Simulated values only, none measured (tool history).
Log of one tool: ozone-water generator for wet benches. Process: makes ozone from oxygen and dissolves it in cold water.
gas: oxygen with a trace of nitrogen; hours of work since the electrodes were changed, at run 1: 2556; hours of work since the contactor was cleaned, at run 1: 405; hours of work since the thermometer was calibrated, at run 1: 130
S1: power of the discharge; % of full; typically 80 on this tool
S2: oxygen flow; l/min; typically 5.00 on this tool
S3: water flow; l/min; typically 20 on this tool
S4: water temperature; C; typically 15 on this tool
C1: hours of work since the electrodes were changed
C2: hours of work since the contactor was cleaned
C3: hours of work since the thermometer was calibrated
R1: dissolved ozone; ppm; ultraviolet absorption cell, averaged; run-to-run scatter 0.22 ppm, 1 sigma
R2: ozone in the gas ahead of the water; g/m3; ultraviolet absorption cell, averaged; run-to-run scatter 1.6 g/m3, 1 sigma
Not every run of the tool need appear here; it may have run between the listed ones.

run 1 hour=0.0 | S1=80 S2=5.00 S3=20 S4=15 | C1=2556 C2=405 C3=130 | R1=29.6 R2=278.7
run 2 hour=149.8 | S1=80 S2=5.00 S3=20 S4=15 | C1=2689 C2=538 C3=263 | R1=29.5 R2=277.7
run 3 hour=321.6 | S1=80 S2=5.00 S3=20 S4=15 | C1=2842 C2=691 C3=416 | R1=29.5 R2=276.7
run 4 hour=409.4 | S1=80 S2=5.00 S3=20 S4=15 | C1=2921 C2=770 C3=495 | R1=29.1 R2=275.2
run 5 hour=569.4 | S1=50 S2=5.00 S3=20 S4=15 | C1=3063 C2=912 C3=637 | R1=19.6 R2=183.3
run 6 hour=652.6 | S1=50 S2=5.00 S3=20 S4=15 | C1=3137 C2=986 C3=712 | R1=19.7 R2=185.9
run 7 hour=738.2 | S1=80 S2=5.00 S3=20 S4=15 | C1=3214 C2=1063 C3=788 | R1=28.7 R2=272.8
run 8 hour=858.2 | S1=80 S2=5.00 S3=20 S4=11 | C1=3321 C2=1170 C3=895 | R1=30.5 R2=273.6
run 9 hour=1029.8 | S1=80 S2=5.00 S3=20 S4=11 | C1=3474 C2=1323 C3=1048 | R1=30.3 R2=269.5
run 10 hour=1192.9 | S1=80 S2=5.00 S3=20 S4=11 | C1=3619 C2=1468 C3=1193 | R1=29.5 R2=269.5
run 11 hour=1306.0 | S1=91 S2=8.93 S3=23 S4=19 | C1=3720 C2=1569 C3=1294 | R1=25.9 R2=213.2
run 12 hour=1446.7 | S1=91 S2=8.93 S3=23 S4=19 | C1=3845 C2=1694 C3=1419 | R1=25.4 R2=213.4
run 13 hour=1568.6 | S1=91 S2=4.38 S3=20 S4=19 | C1=3954 C2=1803 C3=1528 | R1=29.1 R2=317.6
run 14 hour=1682.3 | S1=91 S2=4.38 S3=20 S4=19 | C1=4055 C2=1904 C3=1629 | R1=29.3 R2=314.7
run 15 hour=1786.2 | S1=91 S2=4.38 S3=20 S4=19 | C1=4148 C2=1997 C3=1722 | R1=28.9 R2=317.3
run 16 hour=1924.6 | S1=91 S2=4.38 S3=20 S4=19 | C1=4271 C2=2120 C3=1846 | R1=28.8 R2=315.1
run 17 hour=2039.7 | S1=91 S2=6.69 S3=16 S4=19 | C1=4374 C2=2223 C3=1948 | R1=32.4 R2=246.2
run 18 hour=2150.0 | S1=41 S2=6.69 S3=23 S4=19 | C1=4472 C2=2321 C3=2046 | R1=13.4 R2=129.0
run 19 hour=2231.1 | S1=40 S2=6.69 S3=23 S4=13 | C1=4545 C2=2394 C3=2119 | R1=14.4 R2=126.6
run 20 hour=2415.6 | S1=40 S2=6.69 S3=23 S4=13 | C1=4709 C2=2558 C3=2283 | R1=13.9 R2=126.5

Branching from run 20: 3 alternative next runs. What would each branch give?
run A hour=2565.9 | S1=83 S2=3.85 S3=23 S4=9 | C1=4843 C2=2692 C3=2417 | R1=? R2=?
run B hour=2565.9 | S1=50 S2=6.69 S3=25 S4=13 | C1=4843 C2=2692 C3=2417 | R1=? R2=?
run C hour=2565.9 | S1=44 S2=5.00 S3=14 S4=15 | C1=4843 C2=2692 C3=2417 | R1=? R2=?

run=A R1=25.2 R2=309.6
run=B R1=15.5 R2=151.2
run=C R1=21.6 R2=160.3
With no hidden state in the tool, these same runs would have given:
run=A R1=31.5 R2=364.9
run=B R1=18.2 R2=167.5
run=C R1=24.8 R2=174.8
